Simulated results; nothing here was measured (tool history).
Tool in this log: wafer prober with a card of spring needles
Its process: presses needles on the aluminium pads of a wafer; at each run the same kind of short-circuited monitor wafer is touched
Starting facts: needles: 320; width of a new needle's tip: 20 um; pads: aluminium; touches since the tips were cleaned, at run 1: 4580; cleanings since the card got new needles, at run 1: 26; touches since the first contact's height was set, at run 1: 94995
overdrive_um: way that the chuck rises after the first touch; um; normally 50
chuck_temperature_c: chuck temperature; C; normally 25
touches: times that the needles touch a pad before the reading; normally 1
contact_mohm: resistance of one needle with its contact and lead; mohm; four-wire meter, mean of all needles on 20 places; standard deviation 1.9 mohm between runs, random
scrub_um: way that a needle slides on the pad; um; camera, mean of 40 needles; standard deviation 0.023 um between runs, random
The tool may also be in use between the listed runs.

run	hour	overdrive_um	chuck_temperature_c	touches	touches since the tips were cleaned	cleanings since the card got new needles	touches since the first contact's height was set	contact_mohm	scrub_um
1	0	50	25	1	4580	26	94995	712	11.14
# hour 12.6: tips cleaned on abrasive film
2	27.1	50	25	1	2624	27	99889	992	11.06
# hour 46.5: height of the first contact set anew
3	46.5	50	25	1	6083	27	0	981	11.23
# hour 50.6: tips cleaned on abrasive film
4	68.1	50	25	1	3185	28	3906	606	11.22
# hour 87.5: tips cleaned on abrasive film
5	93.5	50	25	1	1084	29	8475	418	11.2
6	108.8	50	25	1	3870	29	11261	697	11.23
# hour 124.6: tips cleaned on abrasive film
7	134.2	50	25	1	1742	30	15834	489	11.19
8	147.9	50	25	2	4226	30	18318	501	11.18
# hour 156: tips cleaned on abrasive film, once more
9	166	50	25	2	1815	31	21592	396	11.17
10	191.9	50	25	2	6492	31	26269	577	11.14
# hour 194.5: tips cleaned on abrasive film
11	215.1	50	25	2	3739	32	30462	481	11.17
# hour 231.2: tips cleaned on abrasive film
12	240.1	50	25	2	1615	33	34982	376	11.15
13	266.9	50	25	1	6464	33	39831	819	11.11
# hour 269.5: tips cleaned on abrasive film
14	281.3	50	25	1	2138	34	42425	500	11.18
15	299.4	50	25	1	5409	34	45696	754	11.19
# hour 308.1: tips cleaned on abrasive film
16	316.4	50	25	1	1494	35	48761	467	11.11
17	337.7	50	25	1	5351	35	52618	776	11.14
# hour 344.9: tips cleaned on abrasive film
18	357.7	39	63	1	2321	36	56237	741	8.64
19	373	39	63	1	5085	36	59001	1067	8.66
# hour 382.9: tips cleaned on abrasive film
20	390.3	66	51	2	1334	37	62117	295	14.67
21	416.4	50	121	1	6060	37	66843	764	11.13
# hour 419.3: tips cleaned on abrasive film
22	428	50	121	1	1579	38	68940	448	11.1
23	439.7	50	121	1	3692	38	71053	629	11.1
# hour 456.9: tips cleaned on abrasive film
24	466.6	65	118	3	1750	39	75908	282	14.47
25	483.6	33	118	1	4837	39	78995	1296	7.27
# hour 495: tips cleaned on abrasive film
26	501.6	31	77	1	1197	40	82246	768	6.84
27	524.8	56	85	2	5390	40	86439	470	12.43
# hour 533.3: tips cleaned on abrasive film
28	540.5	31	85	3	1289	41	89260	433	6.82
29	553.3	31	85	3	3624	41	91595	627	6.84
# hour 569.8: tips cleaned on abrasive film
30	579.8	33	75	2	1804	42	96371	583	7.23
31	601.7	62	95	2	5767	42	100334	428	13.77
# hour 608.3: tips cleaned on abrasive film
32	613.4	62	95	2	938	43	102449	294	13.79
# hour 620.2: height of the first contact set anew
33	636	62	95	2	4979	43	2860	409	13.92

Consider 4 possible next runs. They are alternatives, not a sequence: every one starts from the tool as it was left by run 33. What does each give?
# hour 646: tips cleaned on abrasive film
A	653	32	25	1	1267	44	5916	?	?
# hour 646: tips cleaned on abrasive film
B	653	41	33	2	1267	44	5916	?	?
# hour 646: tips cleaned on abrasive film
C	653	65	74	1	1267	44	5916	?	?
# hour 646: tips cleaned on abrasive film
D	653	68	81	2	1267	44	5916	?	?

run	contact_mohm	scrub_um
A	786	7.2
B	426	9.22
C	350	14.59
D	293	15.25
With no hidden state in the tool, these same runs would have given:
run	contact_mohm	scrub_um
A	225	7.21
B	217	9.22
C	214	14.6
D	217	15.26

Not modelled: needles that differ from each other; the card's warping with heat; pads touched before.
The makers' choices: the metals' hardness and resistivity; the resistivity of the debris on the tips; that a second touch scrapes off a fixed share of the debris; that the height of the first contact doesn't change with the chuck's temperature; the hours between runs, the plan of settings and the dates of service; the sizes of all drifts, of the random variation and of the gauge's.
